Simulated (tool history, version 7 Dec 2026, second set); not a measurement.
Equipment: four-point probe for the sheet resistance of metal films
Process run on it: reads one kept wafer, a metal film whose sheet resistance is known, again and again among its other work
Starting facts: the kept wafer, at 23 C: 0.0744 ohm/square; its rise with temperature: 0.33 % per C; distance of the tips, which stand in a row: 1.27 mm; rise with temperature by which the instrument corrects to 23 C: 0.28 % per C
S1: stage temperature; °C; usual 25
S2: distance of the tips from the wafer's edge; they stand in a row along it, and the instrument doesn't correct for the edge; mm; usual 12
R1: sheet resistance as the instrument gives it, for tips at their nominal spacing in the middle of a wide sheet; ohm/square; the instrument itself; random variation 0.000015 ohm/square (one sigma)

Run 1, hour 0: usual settings. Result: R1 0.074931 ohm/square.
Run 2, hour 13.9: usual settings. Result: R1 0.07494 ohm/square.
Run 3, hour 25.8: usual settings. Result: R1 0.074947 ohm/square.
Run 4, hour 35.7: usual settings but S1 18 °C. Result: R1 0.07462 ohm/square.
Run 5, hour 45.9: usual settings but S1 18 °C. Result: R1 0.074646 ohm/square.
Run 6, hour 58.9: usual settings but S1 18 °C. Result: R1 0.074652 ohm/square.
Run 7, hour 68: usual settings but S1 18 °C, S2 13 mm. Result: R1 0.07459 ohm/square.
Run 8, hour 80.3: usual settings but S1 18 °C, S2 13 mm. Result: R1 0.074598 ohm/square.
Run 9, hour 90.9: usual settings but S1 18 °C, S2 13 mm. Result: R1 0.074597 ohm/square.
Run 10, hour 99.6: usual settings but S1 33 °C, S2 8 mm. Result: R1 0.075823 ohm/square.
Run 11, hour 107.8: usual settings but S1 19 °C, S2 73 mm. Result: R1 0.074236 ohm/square.
Run 12, hour 118: usual settings but S1 19 °C, S2 73 mm. Result: R1 0.07427 ohm/square.
Run 13, hour 128.1: usual settings but S1 28 °C, S2 51 mm. Result: R1 0.074632 ohm/square.
Run 14, hour 144.5: usual settings but S1 28 °C, S2 51 mm. Result: R1 0.074663 ohm/square.
Run 15, hour 158.3: usual settings but S1 31 °C, S2 23 mm. Result: R1 0.074863 ohm/square.
Run 16, hour 165.1: usual settings but S1 31 °C, S2 23 mm. Result: R1 0.074844 ohm/square.
Run 17, hour 178: usual settings but S1 31 °C, S2 23 mm. Result: R1 0.074864 ohm/square.
Run 18, hour 188: usual settings but S2 6 mm. Result: R1 0.076266 ohm/square.

5 ways to go on from here, each from the tool as it stands after run 18. What would each give?
Run A, hour 203.8: usual settings but S1 27 °C, S2 38 mm. Result: R1 ?.
Run B, hour 203.8: usual settings but S2 6 mm. Result: R1 ?.
Run C, hour 203.8: usual settings but S1 34 °C, S2 6 mm. Result: R1 ?.
Run D, hour 203.8: usual settings but S1 20 °C, S2 4 mm. Result: R1 ?.
Run E, hour 203.8: usual settings but S2 4 mm. Result: R1 ?.

run        R1
  A   0.07462
  B  0.076221
  C  0.076617
  D  0.078138
  E  0.078326
Had the tool no hidden state, the same runs would have come out as:
run        R1
  A  0.074589
  B   0.07619
  C  0.076585
  D  0.078106
  E  0.078294
